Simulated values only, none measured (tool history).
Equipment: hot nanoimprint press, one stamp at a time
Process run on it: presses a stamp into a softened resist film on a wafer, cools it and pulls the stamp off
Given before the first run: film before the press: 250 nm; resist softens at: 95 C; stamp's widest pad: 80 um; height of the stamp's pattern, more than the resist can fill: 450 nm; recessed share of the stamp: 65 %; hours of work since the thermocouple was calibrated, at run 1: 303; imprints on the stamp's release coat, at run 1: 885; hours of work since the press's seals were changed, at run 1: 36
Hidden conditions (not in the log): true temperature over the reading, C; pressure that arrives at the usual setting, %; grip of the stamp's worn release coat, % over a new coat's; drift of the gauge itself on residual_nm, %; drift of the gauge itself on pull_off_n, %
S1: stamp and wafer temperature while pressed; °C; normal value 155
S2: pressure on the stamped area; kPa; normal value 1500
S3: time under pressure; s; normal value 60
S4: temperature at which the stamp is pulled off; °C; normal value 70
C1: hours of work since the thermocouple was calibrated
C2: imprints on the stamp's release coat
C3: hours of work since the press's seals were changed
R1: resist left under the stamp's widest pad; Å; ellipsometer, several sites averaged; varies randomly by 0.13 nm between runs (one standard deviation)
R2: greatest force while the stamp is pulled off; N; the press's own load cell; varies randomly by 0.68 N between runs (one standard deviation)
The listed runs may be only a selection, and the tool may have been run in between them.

run 1 day=0.000 | S1=155 S2=1500 S3=60 S4=70 | C1=303 C2=885 C3=36 | R1=960 R2=115.9
run 2 day=0.292 | S1=155 S2=1500 S3=60 S4=70 | C1=308 C2=908 C3=41 | R1=957 R2=116.3
run 3 day=0.500 | S1=150 S2=1500 S3=60 S4=70 | C1=311 C2=925 C3=44 | R1=1127 R2=118.1
run 4 day=0.750 | S1=150 S2=1500 S3=60 S4=70 | C1=315 C2=946 C3=48 | R1=1128 R2=116.9
-- day=1.054 stamp cleaned and given a new release coat
run 5 day=1.242 | S1=150 S2=1500 S3=60 S4=70 | C1=318 C2=15 C3=51 | R1=1129 R2=100.6
run 6 day=1.492 | S1=150 S2=1500 S3=60 S4=70 | C1=322 C2=35 C3=55 | R1=1127 R2=101.2
run 7 day=1.779 | S1=150 S2=1500 S3=60 S4=70 | C1=326 C2=59 C3=59 | R1=1128 R2=101.6
run 8 day=2.100 | S1=155 S2=1500 S3=60 S4=70 | C1=331 C2=85 C3=64 | R1=955 R2=103.2
run 9 day=2.312 | S1=155 S2=1500 S3=60 S4=70 | C1=334 C2=102 C3=67 | R1=957 R2=103.5
run 10 day=2.633 | S1=155 S2=1500 S3=60 S4=70 | C1=339 C2=128 C3=72 | R1=957 R2=102.2
run 11 day=2.908 | S1=155 S2=1500 S3=60 S4=70 | C1=343 C2=150 C3=76 | R1=958 R2=105.4
run 12 day=3.262 | S1=155 S2=1240 S3=60 S4=70 | C1=349 C2=179 C3=82 | R1=1054 R2=103.2
run 13 day=3.467 | S1=155 S2=1240 S3=60 S4=70 | C1=352 C2=196 C3=85 | R1=1051 R2=105.2
run 14 day=3.675 | S1=155 S2=1240 S3=60 S4=70 | C1=355 C2=213 C3=88 | R1=1050 R2=104.7
run 15 day=3.838 | S1=155 S2=1240 S3=36 S4=70 | C1=357 C2=226 C3=90 | R1=1260 R2=104.8
run 16 day=4.079 | S1=155 S2=1240 S3=36 S4=70 | C1=361 C2=246 C3=94 | R1=1260 R2=104.7
run 17 day=4.458 | S1=155 S2=1390 S3=36 S4=57 | C1=367 C2=276 C3=100 | R1=1193 R2=117.3
run 18 day=4.796 | S1=149 S2=1500 S3=60 S4=63 | C1=372 C2=304 C3=105 | R1=1163 R2=113.8
run 19 day=4.988 | S1=149 S2=1500 S3=60 S4=63 | C1=375 C2=319 C3=108 | R1=1160 R2=113.2

What does the tool deliver on the next run?
run 20 day=5.238 | S1=149 S2=1500 S3=81 S4=77 | C1=379 C2=340 C3=112 | R1=? R2=?

{"run 20": {"R1": 1039, "R2": 98.9}}
The same run, on a tool lacking any hidden state, would have yielded R1 1089 Å, R2 94.8 N.
